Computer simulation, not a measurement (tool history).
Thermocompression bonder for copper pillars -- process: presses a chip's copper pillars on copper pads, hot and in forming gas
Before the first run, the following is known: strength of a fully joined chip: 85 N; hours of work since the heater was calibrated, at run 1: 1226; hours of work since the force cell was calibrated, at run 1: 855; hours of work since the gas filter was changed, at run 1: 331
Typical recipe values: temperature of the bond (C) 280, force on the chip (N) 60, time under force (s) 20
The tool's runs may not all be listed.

run   hour  temperature of the bond (C)  force on the chip (N)  time under force (s)  hours of work since the heater was calibrated  hours of work since the force cell was calibrated  hours of work since the gas filter was changed  force that shears a chip off (N)
  1    0.0                          280                     60                    20                                           1226                                                855                                             331                              42.3
  2   24.5                          280                     60                    20                                           1246                                                875                                             351                              41.8
  3   50.7                          280                     60                    20                                           1267                                                896                                             372                              41.9
  4   72.4                          280                     60                    20                                           1284                                                913                                             389                              41.8
  5   99.4                          280                     60                    20                                           1306                                                935                                             411                              41.8
  6  125.8                          280                     84                    20                                           1327                                                956                                             432                              47.4
  7  141.8                          280                     84                    20                                           1339                                                969                                             445                              47.4
  8  177.1                          280                     60                    20                                           1368                                                997                                             473                              41.4
  9  207.9                          280                     60                    20                                           1392                                               1022                                             498                              41.3
     212.0  -- forming gas filter changed
 10  231.7                          269                     42                    54                                           1411                                               1040                                              16                              48.6
 11  269.0                          255                     48                    34                                           1441                                               1070                                              46                              38.9
 12  287.6                          275                     47                    20                                           1456                                               1085                                              60                              38.0
 13  314.0                          275                     47                    20                                           1477                                               1106                                              82                              37.8
 14  342.0                          275                     47                    20                                           1499                                               1128                                             104                              37.9
 15  364.8                          261                     47                    21                                           1517                                               1147                                             122                              34.0
 16  381.8                          261                     47                    10                                           1531                                               1160                                             136                              25.4
 17  403.4                          261                     89                    38                                           1548                                               1177                                             153                              53.9

Here are 4 independent what-if runs from the current tool condition. What would each one return?
  A  426.2                          257                     60                    17                                           1567                                               1196                                             171                                 ?
  B  426.2                          256                     71                    20                                           1567                                               1196                                             171                                 ?
  C  426.2                          280                     60                    16                                           1567                                               1196                                             171                                 ?
  D  426.2                          261                     89                    25                                           1567                                               1196                                             171                                 ?

run  force that shears a chip off (N)
  A                              33.8
  B                              38.4
  C                              40.1
  D                              47.1
What these runs would have given with no unlogged condition in the tool:
run  force that shears a chip off (N)
  A                              31.9
  B                              36.3
  C                              38.3
  D                              45.1
